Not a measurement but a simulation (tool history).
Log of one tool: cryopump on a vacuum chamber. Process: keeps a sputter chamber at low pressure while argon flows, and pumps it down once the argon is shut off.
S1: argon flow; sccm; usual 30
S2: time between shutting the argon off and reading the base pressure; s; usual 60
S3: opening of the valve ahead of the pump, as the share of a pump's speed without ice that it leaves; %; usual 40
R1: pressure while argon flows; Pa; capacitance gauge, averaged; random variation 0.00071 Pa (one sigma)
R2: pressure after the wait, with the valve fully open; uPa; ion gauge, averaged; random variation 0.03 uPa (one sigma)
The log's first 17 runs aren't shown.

run,hour,S1,S2,S3,R1,R2
18,573.2,30,66,18,0.2947,1.7
19,599.1,30,66,18,0.2975,1.75
20,638.3,30,66,18,0.298,1.78
21,679.2,30,66,18,0.301,1.8
22,704.1,27,60,40,0.1324,1.93
23,735.3,13,60,24,0.1024,1.91
24,758.5,13,60,24,0.1021,1.96
25,787.2,40,122,51,0.1656,1.41
# hour 815: pump warmed up, emptied and cooled again
26,815.8,40,122,51,0.1336,1.13
27,861.7,40,122,51,0.1364,1.16
28,903.1,58,122,38,0.2683,1.22
29,939.4,15,150,25,0.1041,1.08
30,966.5,15,150,25,0.1048,1.13
31,995.6,30,102,35,0.1525,1.39
32,1041.9,30,102,32,0.1674,1.42
33,1071.8,23,58,27,0.1522,2.04

Forecast each of these 5 alternatives for the next run:
A,1091,18,86,30,?,?
B,1091,41,158,55,?,?
C,1091,23,137,27,?,?
D,1091,13,58,42,?,?
E,1091,30,107,29,?,?

run,R1,R2
A,0.108,1.59
B,0.1406,1.25
C,0.1517,1.34
D,0.057,1.97
E,0.1846,1.46
Without the tool's hidden state the same runs would have given:
run,R1,R2
A,0.102,1.12
B,0.1272,0.77
C,0.1441,0.85
D,0.0527,1.49
E,0.1747,0.97

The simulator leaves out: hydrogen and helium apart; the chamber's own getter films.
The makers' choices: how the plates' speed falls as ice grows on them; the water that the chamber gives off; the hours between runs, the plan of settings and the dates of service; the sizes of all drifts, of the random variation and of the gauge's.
